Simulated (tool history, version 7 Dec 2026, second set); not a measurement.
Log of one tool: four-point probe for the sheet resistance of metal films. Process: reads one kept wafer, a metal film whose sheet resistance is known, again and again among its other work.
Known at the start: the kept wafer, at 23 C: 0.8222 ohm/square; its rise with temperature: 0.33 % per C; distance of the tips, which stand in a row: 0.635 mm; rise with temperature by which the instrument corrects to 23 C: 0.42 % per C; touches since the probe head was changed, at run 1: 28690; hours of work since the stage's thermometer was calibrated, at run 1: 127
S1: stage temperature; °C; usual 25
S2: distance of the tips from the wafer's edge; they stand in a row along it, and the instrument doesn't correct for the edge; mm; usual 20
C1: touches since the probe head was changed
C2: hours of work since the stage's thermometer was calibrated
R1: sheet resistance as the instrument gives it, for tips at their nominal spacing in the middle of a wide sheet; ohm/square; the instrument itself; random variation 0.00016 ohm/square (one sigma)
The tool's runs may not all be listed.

run 1 hour=0.0 | S1=25 S2=20 | C1=28690 C2=127 | R1=0.820497
run 2 hour=29.3 | S1=25 S2=20 | C1=29506 C2=141 | R1=0.820644
run 3 hour=63.6 | S1=25 S2=20 | C1=30461 C2=158 | R1=0.820526
run 4 hour=93.7 | S1=25 S2=20 | C1=31301 C2=172 | R1=0.820302
run 5 hour=139.4 | S1=25 S2=20 | C1=32573 C2=194 | R1=0.820183
run 6 hour=172.4 | S1=29 S2=20 | C1=33492 C2=211 | R1=0.817622
run 7 hour=199.4 | S1=22 S2=20 | C1=34247 C2=224 | R1=0.821904
run 8 hour=235.9 | S1=25 S2=20 | C1=35262 C2=241 | R1=0.820206
run 9 hour=265.6 | S1=25 S2=69 | C1=36091 C2=256 | R1=0.819480
run 10 hour=305.8 | S1=25 S2=69 | C1=37212 C2=275 | R1=0.819632
run 11 hour=352.2 | S1=25 S2=69 | C1=38502 C2=298 | R1=0.819526
run 12 hour=373.4 | S1=25 S2=20 | C1=39095 C2=308 | R1=0.819548
run 13 hour=417.5 | S1=25 S2=20 | C1=40322 C2=329 | R1=0.819553
run 14 hour=444.0 | S1=25 S2=20 | C1=41062 C2=342 | R1=0.819579
run 15 hour=488.5 | S1=25 S2=20 | C1=42302 C2=364 | R1=0.819304
run 16 hour=535.7 | S1=25 S2=20 | C1=43617 C2=387 | R1=0.819481
run 17 hour=583.2 | S1=25 S2=20 | C1=44941 C2=410 | R1=0.819275
run 18 hour=622.1 | S1=25 S2=20 | C1=46025 C2=429 | R1=0.819157
run 19 hour=642.3 | S1=25 S2=20 | C1=46587 C2=439 | R1=0.819095
run 20 hour=675.9 | S1=20 S2=20 | C1=47524 C2=455 | R1=0.822541
run 21 hour=721.2 | S1=26 S2=73 | C1=48786 C2=477 | R1=0.818027
run 22 hour=740.7 | S1=23 S2=29 | C1=49330 C2=486 | R1=0.819930
run 23 hour=776.4 | S1=30 S2=20 | C1=50323 C2=504 | R1=0.815651
run 24 hour=800.7 | S1=21 S2=6 | C1=51000 C2=515 | R1=0.826377
run 25 hour=829.3 | S1=25 S2=4 | C1=51799 C2=529 | R1=0.829541
run 26 hour=853.4 | S1=25 S2=4 | C1=52468 C2=541 | R1=0.829197
run 27 hour=873.4 | S1=34 S2=20 | C1=53025 C2=551 | R1=0.813038
run 28 hour=906.2 | S1=22 S2=6 | C1=53941 C2=567 | R1=0.825173
run 29 hour=945.7 | S1=25 S2=7 | C1=55041 C2=586 | R1=0.821745
run 30 hour=982.8 | S1=25 S2=7 | C1=56075 C2=604 | R1=0.821823
run 31 hour=1021.5 | S1=25 S2=7 | C1=57154 C2=623 | R1=0.821717
run 32 hour=1052.6 | S1=30 S2=4 | C1=58021 C2=638 | R1=0.825483
run 33 hour=1089.8 | S1=34 S2=4 | C1=59056 C2=656 | R1=0.822933
run 34 hour=1115.2 | S1=27 S2=70 | C1=59763 C2=668 | R1=0.816383
run 35 hour=1142.4 | S1=27 S2=70 | C1=60523 C2=681 | R1=0.816651
run 36 hour=1181.3 | S1=22 S2=30 | C1=61606 C2=700 | R1=0.820122
run 37 hour=1214.1 | S1=32 S2=21 | C1=62521 C2=716 | R1=0.813368
run 38 hour=1238.7 | S1=25 S2=53 | C1=63205 C2=728 | R1=0.817459
run 39 hour=1284.4 | S1=24 S2=4 | C1=64479 C2=750 | R1=0.829200

3 ways to go on from here, each from the tool as it stands after run 39. What would each give?
run A hour=1332.1 | S1=20 S2=28 | C1=65808 C2=773 | R1=?
run B hour=1332.1 | S1=22 S2=4 | C1=65808 C2=773 | R1=?
run C hour=1332.1 | S1=24 S2=17 | C1=65808 C2=773 | R1=?

run=A R1=0.820981
run=B R1=0.830458
run=C R1=0.818702
Without the tool's hidden state the same runs would have given:
run=A R1=0.824523
run=B R1=0.834032
run=C R1=0.822222
